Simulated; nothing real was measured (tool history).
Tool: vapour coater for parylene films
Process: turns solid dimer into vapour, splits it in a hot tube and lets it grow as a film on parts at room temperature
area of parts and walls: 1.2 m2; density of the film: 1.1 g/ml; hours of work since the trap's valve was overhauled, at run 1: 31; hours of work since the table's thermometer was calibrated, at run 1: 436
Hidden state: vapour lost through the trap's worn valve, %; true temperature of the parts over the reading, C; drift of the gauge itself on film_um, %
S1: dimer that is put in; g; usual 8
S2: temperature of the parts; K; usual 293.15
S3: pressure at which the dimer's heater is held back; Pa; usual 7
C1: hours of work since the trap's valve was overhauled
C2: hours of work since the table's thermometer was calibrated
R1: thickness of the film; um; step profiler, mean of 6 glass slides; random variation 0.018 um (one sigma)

{"run": 1, "hour": 0.0, "S1": 8, "S2": 293.15, "S3": 7, "C1": 31, "C2": 436, "R1": 2.79}
{"run": 2, "hour": 60.1, "S1": 8, "S2": 294.15, "S3": 7, "C1": 62, "C2": 467, "R1": 2.71}
{"run": 3, "hour": 96.3, "S1": 8, "S2": 294.15, "S3": 7, "C1": 81, "C2": 486, "R1": 2.73}
{"run": 4, "hour": 131.2, "S1": 8, "S2": 294.15, "S3": 7, "C1": 99, "C2": 504, "R1": 2.72}
{"run": 5, "hour": 184.7, "S1": 8, "S2": 301.15, "S3": 7, "C1": 127, "C2": 532, "R1": 2.39}
{"run": 6, "hour": 233.5, "S1": 8, "S2": 305.15, "S3": 7, "C1": 153, "C2": 557, "R1": 2.19}
{"run": 7, "hour": 274.0, "S1": 8, "S2": 305.15, "S3": 7, "C1": 174, "C2": 578, "R1": 2.2}
{"run": 8, "hour": 302.1, "S1": 8, "S2": 293.15, "S3": 7, "C1": 188, "C2": 593, "R1": 2.74}
{"run": 9, "hour": 358.9, "S1": 8, "S2": 293.15, "S3": 7, "C1": 218, "C2": 623, "R1": 2.68}
{"run": 10, "hour": 414.8, "S1": 8, "S2": 293.15, "S3": 7, "C1": 247, "C2": 652, "R1": 2.72}
{"run": 11, "hour": 457.0, "S1": 3, "S2": 293.15, "S3": 7, "C1": 269, "C2": 674, "R1": 1.01}
{"run": 12, "hour": 499.7, "S1": 3, "S2": 293.15, "S3": 7, "C1": 291, "C2": 696, "R1": 1.02}
{"run": 13, "hour": 546.9, "S1": 7, "S2": 293.15, "S3": 7, "C1": 316, "C2": 720, "R1": 2.39}
{"run": 14, "hour": 593.7, "S1": 7, "S2": 293.15, "S3": 7, "C1": 340, "C2": 745, "R1": 2.35}
{"run": 15, "hour": 638.7, "S1": 8, "S2": 293.15, "S3": 7, "C1": 364, "C2": 768, "R1": 2.69}
{"hour": 660.8, "done": "trap's valve overhauled"}
{"run": 16, "hour": 670.1, "S1": 8, "S2": 289.15, "S3": 7, "C1": 5, "C2": 783, "R1": 3.04}
{"run": 17, "hour": 701.7, "S1": 8, "S2": 289.15, "S3": 7, "C1": 21, "C2": 799, "R1": 2.98}
{"run": 18, "hour": 752.3, "S1": 8, "S2": 289.15, "S3": 7, "C1": 48, "C2": 825, "R1": 2.97}
{"run": 19, "hour": 790.4, "S1": 8, "S2": 293.15, "S3": 7, "C1": 67, "C2": 845, "R1": 2.76}
{"run": 20, "hour": 841.7, "S1": 8, "S2": 295.15, "S3": 7, "C1": 94, "C2": 872, "R1": 2.68}
{"run": 21, "hour": 897.5, "S1": 8, "S2": 293.15, "S3": 7, "C1": 123, "C2": 901, "R1": 2.74}
{"run": 22, "hour": 930.2, "S1": 8, "S2": 293.15, "S3": 7, "C1": 140, "C2": 918, "R1": 2.73}
{"run": 23, "hour": 991.3, "S1": 8, "S2": 293.15, "S3": 7, "C1": 172, "C2": 950, "R1": 2.73}

Forecast run 24:
{"run": 24, "hour": 1041.3, "S1": 8, "S2": 296.15, "S3": 7, "C1": 198, "C2": 976, "R1": "?"}

Run 24 gave R1 2.57 um.
Without the tool's hidden state the same run would have given R1 2.66 um.
